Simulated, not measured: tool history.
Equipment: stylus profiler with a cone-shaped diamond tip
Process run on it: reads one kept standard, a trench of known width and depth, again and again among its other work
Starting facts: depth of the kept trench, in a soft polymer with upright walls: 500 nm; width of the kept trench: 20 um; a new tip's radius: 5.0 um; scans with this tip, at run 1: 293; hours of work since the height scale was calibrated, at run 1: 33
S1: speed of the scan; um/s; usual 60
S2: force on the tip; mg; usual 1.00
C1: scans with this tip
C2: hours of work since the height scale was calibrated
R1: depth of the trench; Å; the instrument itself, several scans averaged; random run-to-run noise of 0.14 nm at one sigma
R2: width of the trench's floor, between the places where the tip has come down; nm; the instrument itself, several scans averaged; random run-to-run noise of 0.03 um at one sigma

| run | day | S1 | S2 | C1 | C2 | R1 | R2 |
|---|---|---|---|---|---|---|---|
| 1 | 0.000 | 60 | 1.00 | 293 | 33 | 5029.8 | 15340 |
| 2 | 1.200 | 60 | 1.00 | 489 | 56 | 5027.2 | 15310 |
| 3 | 2.850 | 16 | 1.00 | 757 | 86 | 5025.2 | 15500 |
| 4 | 3.717 | 22 | 1.00 | 898 | 103 | 5024.6 | 15450 |
| 5 | 5.283 | 60 | 1.00 | 1153 | 132 | 5027.0 | 15160 |
| 6 | 6.300 | 60 | 1.00 | 1319 | 151 | 5025.7 | 15210 |
| 7 | 7.867 | 51 | 1.00 | 1574 | 180 | 5023.8 | 15310 |
| 8 | 8.762 | 51 | 1.00 | 1720 | 196 | 5026.3 | 15270 |
| 9 | 9.512 | 60 | 0.40 | 1841 | 210 | 5014.6 | 14930 |
| 10 | 10.583 | 60 | 0.40 | 2016 | 230 | 5012.4 | 14940 |
| 11 | 11.688 | 60 | 0.65 | 2195 | 251 | 5018.9 | 15020 |
| 12 | 13.292 | 60 | 0.65 | 2457 | 280 | 5015.8 | 15010 |
| 13 | 14.992 | 60 | 0.65 | 2733 | 312 | 5014.8 | 14950 |
| 14 | 16.567 | 60 | 0.65 | 2990 | 341 | 5016.6 | 14950 |
| 15 | 18.017 | 60 | 0.65 | 3226 | 368 | 5014.8 | 14930 |
| 16 | 18.746 | 60 | 0.65 | 3344 | 382 | 5017.7 | 14980 |
| 17 | 19.683 | 60 | 0.65 | 3497 | 399 | 5017.2 | 14900 |

Run 18, settings as shown, results not yet in. Your forecast:
| 18 | 21.312 | 60 | 0.65 | 3762 | 429 | ? | ? |

R1: 5015.5 Å
R2: 14910 nm
Minus the tool's unlogged condition, the same run would have read R1 5019.8 Å, R2 15270 nm.
